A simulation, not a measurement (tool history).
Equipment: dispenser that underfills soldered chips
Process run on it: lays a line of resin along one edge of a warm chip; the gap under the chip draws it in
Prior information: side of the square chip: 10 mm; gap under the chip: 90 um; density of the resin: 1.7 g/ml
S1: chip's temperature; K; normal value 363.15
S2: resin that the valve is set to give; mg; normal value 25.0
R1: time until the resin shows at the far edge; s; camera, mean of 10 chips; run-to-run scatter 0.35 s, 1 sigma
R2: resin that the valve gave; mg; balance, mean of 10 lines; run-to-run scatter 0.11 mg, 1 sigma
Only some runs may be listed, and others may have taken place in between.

run  hour      S1    S2    R1     R2
  1   0.0  363.15  25.0  22.1  24.90
  2   5.5  363.15  25.0  26.0  24.89
      9.9  -- new syringe of resin
  3  11.6  363.15  31.1  20.6  31.05
  4  16.4  363.15  25.0  22.4  24.92
  5  19.2  363.15  25.0  24.5  24.98
  6  25.1  363.15  28.7  28.7  28.41
     25.9  -- new syringe of resin
  7  30.4  363.15  25.0  21.3  24.68
  8  35.6  363.15  25.0  25.3  24.93
  9  39.3  363.15  25.0  28.8  24.84
     42.0  -- new syringe of resin
 10  44.2  363.15  25.0  20.1  24.76
 11  50.0  363.15  29.6  23.2  29.24
 12  54.4  363.15  23.0  27.3  22.73
     57.8  -- new syringe of resin
 13  59.2  355.15  23.0  29.0  22.57
 14  63.7  355.15  23.0  33.4  22.64
 15  66.8  355.15  23.0  36.7  22.62
 16  72.5  363.15  25.0  29.5  24.45
     73.5  -- new syringe of resin
 17  75.5  363.15  25.0  20.3  24.65
 18  78.9  363.15  25.0  21.8  24.34
 19  83.1  358.15  24.7  32.0  24.08
 20  86.7  358.15  24.7  35.2  24.09

Run 21 has not been measured yet. What should we expect?
     89.2  -- new syringe of resin
 21  93.2  358.15  24.7   ?   ?

{"run 21": {"R1": 27.3, "R2": 24.05}}
On a tool with no hidden condition, and with the same random variation, this run would have come out at R1 23.4 s, R2 24.67 mg.
